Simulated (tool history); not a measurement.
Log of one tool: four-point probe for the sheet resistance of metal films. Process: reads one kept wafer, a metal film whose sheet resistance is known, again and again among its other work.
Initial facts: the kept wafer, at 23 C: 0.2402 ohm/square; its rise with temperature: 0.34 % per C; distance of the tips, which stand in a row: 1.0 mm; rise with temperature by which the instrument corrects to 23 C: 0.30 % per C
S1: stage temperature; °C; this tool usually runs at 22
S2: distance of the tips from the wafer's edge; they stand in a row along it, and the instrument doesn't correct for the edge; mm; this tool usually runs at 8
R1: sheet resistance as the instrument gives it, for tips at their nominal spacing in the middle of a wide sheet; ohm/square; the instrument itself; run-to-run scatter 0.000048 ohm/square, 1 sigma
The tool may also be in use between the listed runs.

{"run": 1, "hour": 0.0, "S1": 22, "S2": 8, "R1": 0.242219}
{"run": 2, "hour": 126.4, "S1": 26, "S2": 8, "R1": 0.241982}
{"run": 3, "hour": 225.8, "S1": 26, "S2": 8, "R1": 0.242075}
{"run": 4, "hour": 355.8, "S1": 26, "S2": 8, "R1": 0.242045}
{"run": 5, "hour": 429.6, "S1": 26, "S2": 8, "R1": 0.242123}
{"run": 6, "hour": 530.0, "S1": 22, "S2": 8, "R1": 0.241609}
{"run": 7, "hour": 619.5, "S1": 26, "S2": 8, "R1": 0.24213}
{"run": 8, "hour": 685.7, "S1": 24, "S2": 8, "R1": 0.241885}
{"run": 9, "hour": 744.9, "S1": 33, "S2": 8, "R1": 0.242859}
{"run": 10, "hour": 848.1, "S1": 33, "S2": 8, "R1": 0.242729}
{"run": 11, "hour": 906.3, "S1": 30, "S2": 8, "R1": 0.242365}
{"run": 12, "hour": 981.5, "S1": 22, "S2": 8, "R1": 0.241635}
{"run": 13, "hour": 1102.9, "S1": 22, "S2": 8, "R1": 0.241572}
{"run": 14, "hour": 1231.9, "S1": 22, "S2": 8, "R1": 0.241577}
{"run": 15, "hour": 1352.8, "S1": 22, "S2": 32, "R1": 0.239744}
{"run": 16, "hour": 1451.0, "S1": 22, "S2": 32, "R1": 0.239699}
{"run": 17, "hour": 1548.0, "S1": 22, "S2": 32, "R1": 0.23969}
{"run": 18, "hour": 1648.4, "S1": 22, "S2": 32, "R1": 0.23965}
{"run": 19, "hour": 1710.6, "S1": 22, "S2": 8, "R1": 0.241592}
{"run": 20, "hour": 1838.4, "S1": 22, "S2": 8, "R1": 0.241566}
{"run": 21, "hour": 1951.1, "S1": 22, "S2": 10, "R1": 0.240824}
{"run": 22, "hour": 2030.5, "S1": 22, "S2": 10, "R1": 0.240866}
{"run": 23, "hour": 2120.7, "S1": 22, "S2": 10, "R1": 0.240905}
{"run": 24, "hour": 2230.4, "S1": 22, "S2": 10, "R1": 0.240895}
{"run": 25, "hour": 2353.5, "S1": 31, "S2": 6, "R1": 0.244025}
{"run": 26, "hour": 2411.3, "S1": 18, "S2": 16, "R1": 0.23957}
{"run": 27, "hour": 2540.7, "S1": 19, "S2": 43, "R1": 0.239311}
{"run": 28, "hour": 2639.7, "S1": 22, "S2": 10, "R1": 0.240805}
{"run": 29, "hour": 2746.6, "S1": 22, "S2": 10, "R1": 0.240811}
{"run": 30, "hour": 2854.8, "S1": 22, "S2": 10, "R1": 0.240762}
{"run": 31, "hour": 2974.4, "S1": 27, "S2": 5, "R1": 0.244684}
{"run": 32, "hour": 3106.1, "S1": 27, "S2": 5, "R1": 0.244426}
{"run": 33, "hour": 3168.3, "S1": 26, "S2": 65, "R1": 0.239514}
{"run": 34, "hour": 3290.4, "S1": 26, "S2": 65, "R1": 0.239487}
{"run": 35, "hour": 3350.8, "S1": 18, "S2": 39, "R1": 0.238639}
{"run": 36, "hour": 3452.3, "S1": 22, "S2": 14, "R1": 0.239588}
{"run": 37, "hour": 3530.5, "S1": 32, "S2": 58, "R1": 0.24009}
{"run": 38, "hour": 3602.4, "S1": 22, "S2": 58, "R1": 0.239009}
{"run": 39, "hour": 3706.0, "S1": 35, "S2": 6, "R1": 0.243839}
{"run": 40, "hour": 3834.7, "S1": 32, "S2": 35, "R1": 0.240098}
{"run": 41, "hour": 3891.4, "S1": 21, "S2": 27, "R1": 0.239095}
{"run": 42, "hour": 3948.2, "S1": 21, "S2": 27, "R1": 0.23897}
{"run": 43, "hour": 4075.9, "S1": 34, "S2": 6, "R1": 0.243783}
{"run": 44, "hour": 4175.8, "S1": 34, "S2": 6, "R1": 0.243798}

Missing from the log above: 2 entries noted between runs. For each, name the pair of listed runs it sits between and say how the tool's hidden condition differs from the listed run just before to the listed run just after:
Logged between run 1 and run 2: stage's thermometer calibrated (hour 77.1)
  inner tips' distance over the nominal, %: -0.16 -> -0.17; tips' flats over new ones', %: 5 -> 7; wafer's true temperature over the reading, C: 0.58 -> 0.01
  measured result minus the result with no hidden state, R1: +0.00006 -> -0.00044 ohm/square
Logged between run 30 and run 31: stage's thermometer calibrated (hour 2931.6)
  inner tips' distance over the nominal, %: -0.403 -> -0.414; tips' flats over new ones', %: 39 -> 40; wafer's true temperature over the reading, C: 0.57 -> 0.02
  measured result minus the result with no hidden state, R1: -0.000581 -> -0.001084 ohm/square
